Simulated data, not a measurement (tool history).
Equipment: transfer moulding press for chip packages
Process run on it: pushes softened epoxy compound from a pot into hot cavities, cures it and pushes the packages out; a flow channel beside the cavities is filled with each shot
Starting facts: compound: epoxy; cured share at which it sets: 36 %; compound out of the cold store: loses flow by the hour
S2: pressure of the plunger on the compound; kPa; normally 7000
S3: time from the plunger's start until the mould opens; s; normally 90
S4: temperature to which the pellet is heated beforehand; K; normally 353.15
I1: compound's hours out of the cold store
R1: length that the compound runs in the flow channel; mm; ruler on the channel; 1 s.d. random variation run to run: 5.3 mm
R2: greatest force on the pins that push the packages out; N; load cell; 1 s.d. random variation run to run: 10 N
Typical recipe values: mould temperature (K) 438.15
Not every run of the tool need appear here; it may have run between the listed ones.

Run 1, day 0: usual settings; I1 18.9. Result: R1 908 mm, R2 501 N.
Run 2, day 0.758: usual settings but S3 100 s; I1 38.8. Result: R1 873 mm, R2 407 N.
At day 1.579: cavities cleaned with cleaning compound and waxed.
Run 3, day 1.675: usual settings but S3 100 s; I1 30.6. Result: R1 882 mm, R2 407 N.
Run 4, day 2.871: usual settings but S3 100 s; I1 28.2. Result: R1 896 mm, R2 405 N.
Run 5, day 3.729: usual settings but S2 6070 kPa; I1 19.1. Result: R1 848 mm, R2 494 N.
Run 6, day 4.496: usual settings but S2 6070 kPa; I1 34.9. Result: R1 814 mm, R2 474 N.
At day 5.196: cavities cleaned with cleaning compound and waxed.
Run 7, day 5.533: usual settings but S2 6070 kPa; I1 25.5. Result: R1 828 mm, R2 458 N.
Run 8, day 6.871: usual settings; I1 9.5. Result: R1 938 mm, R2 495 N.
Run 9, day 7.638: usual settings; I1 31.9. Result: R1 879 mm, R2 486 N.
At day 8.875: cavities cleaned with cleaning compound and waxed.
Run 10, day 8.975: usual settings but S4 360.15 K; I1 12.1. Result: R1 934 mm, R2 484 N.
Run 11, day 10.025: usual settings but S4 360.15 K; I1 36.3. Result: R1 869 mm, R2 453 N.
At day 10.625: plunger's sealing rings changed.
Run 12, day 11.521: usual settings but mould temperature (K) 434.15, S3 70 s, S4 360.15 K; I1 23.5. Result: R1 916 mm, R2 1106 N.
At day 12.129: mould's thermocouples calibrated.
At day 12.679: cavities cleaned with cleaning compound and waxed.
Run 13, day 12.817: usual settings but mould temperature (K) 437.15, S2 5330 kPa, S3 85 s, S4 344.15 K; I1 45.7. Result: R1 732 mm, R2 566 N.
Run 14, day 14.104: usual settings but mould temperature (K) 437.15, S2 5330 kPa, S3 85 s, S4 344.15 K; I1 27. Result: R1 787 mm, R2 577 N.
Run 15, day 15.088: usual settings but mould temperature (K) 436.15, S3 79 s; I1 46.1. Result: R1 855 mm, R2 698 N.
Run 16, day 15.812: usual settings but mould temperature (K) 436.15, S3 79 s, S4 355.15 K; I1 22.7. Result: R1 907 mm, R2 744 N.
At day 16.3: cavities cleaned with cleaning compound and waxed.
Run 17, day 17.175: usual settings but mould temperature (K) 436.15, S3 79 s, S4 352.15 K; I1 41. Result: R1 879 mm, R2 707 N.
Run 18, day 18.192: usual settings but mould temperature (K) 436.15, S3 79 s, S4 352.15 K; I1 20. Result: R1 921 mm, R2 759 N.
Run 19, day 19.342: usual settings but mould temperature (K) 436.15, S3 86 s, S4 346.15 K; I1 22.2. Result: R1 921 mm, R2 630 N.
At day 19.933: cavities cleaned with cleaning compound and waxed.
Run 20, day 20.638: usual settings but S4 344.15 K; I1 26.4. Result: R1 898 mm, R2 504 N.
Run 21, day 21.729: usual settings but S4 360.15 K; I1 13.2. Result: R1 926 mm, R2 479 N.

Each row is a separate what-if for the run after 21, all from the same tool condition, not one after another. Results?
Run A, day 22.325: usual settings but mould temperature (K) 431.15, S2 8000 kPa, S3 112 s, S4 360.15 K; I1 28.1. Result: R1 ?, R2 ?.
Run B, day 22.325: usual settings but S2 7870 kPa, S3 73 s, S4 360.15 K; I1 20.5. Result: R1 ?, R2 ?.
Run C, day 22.325: usual settings but S3 86 s, S4 358.15 K; I1 23.5. Result: R1 ?, R2 ?.
Run D, day 22.325: usual settings but mould temperature (K) 441.15, S4 358.15 K; I1 10.2. Result: R1 ?, R2 ?.
Run E, day 22.325: usual settings but S2 8340 kPa, S3 124 s, S4 356.15 K; I1 9.2. Result: R1 ?, R2 ?.

run    R1   R2
  A   991  485
  B   951  763
  C   892  521
  D   937  444
  E  1031  377
What these runs would have given with no unlogged condition in the tool:
run    R1   R2
  A   991  481
  B   951  755
  C   893  516
  D   938  440
  E  1032  373
